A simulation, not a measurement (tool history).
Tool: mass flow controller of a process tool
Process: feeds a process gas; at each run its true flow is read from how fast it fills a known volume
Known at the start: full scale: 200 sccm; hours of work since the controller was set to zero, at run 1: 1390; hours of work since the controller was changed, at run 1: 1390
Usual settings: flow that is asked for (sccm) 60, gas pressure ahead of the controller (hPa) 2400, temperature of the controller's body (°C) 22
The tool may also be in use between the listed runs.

run      day  flow that is asked for (sccm)  gas pressure ahead of the controller (hPa)  temperature of the controller's body (°C)  hours of work since the controller was set to zero  hours of work since the controller was changed  true flow (%)
  1    0.000                             60                                        2400                                         22                                                1390                                            1390          99.26
  2   17.104                             60                                        2320                                         22                                                1676                                            1676          99.03
  3   32.638                             60                                        2320                                         22                                                1935                                            1935          98.79
  4   51.629                             60                                        2320                                         22                                                2252                                            2252          98.65
  5   71.650                             60                                        2320                                         22                                                2586                                            2586          98.37
  6   89.079                             60                                        1590                                         22                                                2877                                            2877          97.57
  7  104.158                             60                                        1590                                         22                                                3129                                            3129          97.60
  8  123.075                             60                                        2400                                         23                                                3445                                            3445          97.90
  9  138.304                             60                                        2400                                         23                                                3699                                            3699          97.67
 10  156.942                             60                                        2400                                         23                                                4010                                            4010          97.52
 11  165.954                             96                                        2400                                         22                                                4161                                            4161          98.32
 12  179.788                             49                                        2400                                         22                                                4392                                            4392          96.88
 13  192.875                             49                                        2400                                         22                                                4610                                            4610          96.79
 14  204.746                             49                                        2400                                         26                                                4808                                            4808          96.10
 15  215.092                            196                                        2430                                         25                                                4981                                            4981          98.84
 16  227.096                            196                                        2430                                         25                                                5181                                            5181          98.90
 17  245.038                             31                                        1660                                         37                                                5481                                            5481          91.98
     246.183  -- controller's zero set anew
 18  255.950                             31                                        1660                                         37                                                 163                                            5663          89.73
 19  265.354                             31                                        1660                                         37                                                 320                                            5820          89.55
 20  281.125                             41                                        2400                                         37                                                 583                                            6083          91.84
 21  295.725                             60                                        2550                                         28                                                 827                                            6327          94.58
 22  309.079                             60                                        2550                                         28                                                1050                                            6549          94.41
 23  325.379                            163                                        2650                                         29                                                1322                                            6822          97.51
 24  347.262                            122                                        1720                                         30                                                1687                                            7187          95.88
 25  356.142                            122                                        1720                                         30                                                1836                                            7335          95.72
 26  371.408                            122                                        1720                                         30                                                2090                                            7590          95.73
     375.008  -- controller's zero set anew, once more
 27  387.521                             68                                        1890                                         27                                                 209                                            7859          98.08

5 ways to go on from here, each from the tool as it stands after run 27. What would each give?
  A  402.604                             51                                        2400                                         22                                                 461                                            8110              ?
  B  402.604                             60                                        2400                                         30                                                 461                                            8110              ?
  C  402.604                            181                                        1860                                         22                                                 461                                            8110              ?
  D  402.604                             60                                        2500                                         40                                                 461                                            8110              ?
  E  402.604                             26                                        2290                                         25                                                 461                                            8110              ?

run  true flow (%)
  A          98.62
  B          97.95
  C          98.87
  D          97.00
  E          97.77
Without the tool's hidden state the same runs would have given:
run  true flow (%)
  A         100.05
  B          99.34
  C         100.06
  D          98.39
  E          99.53
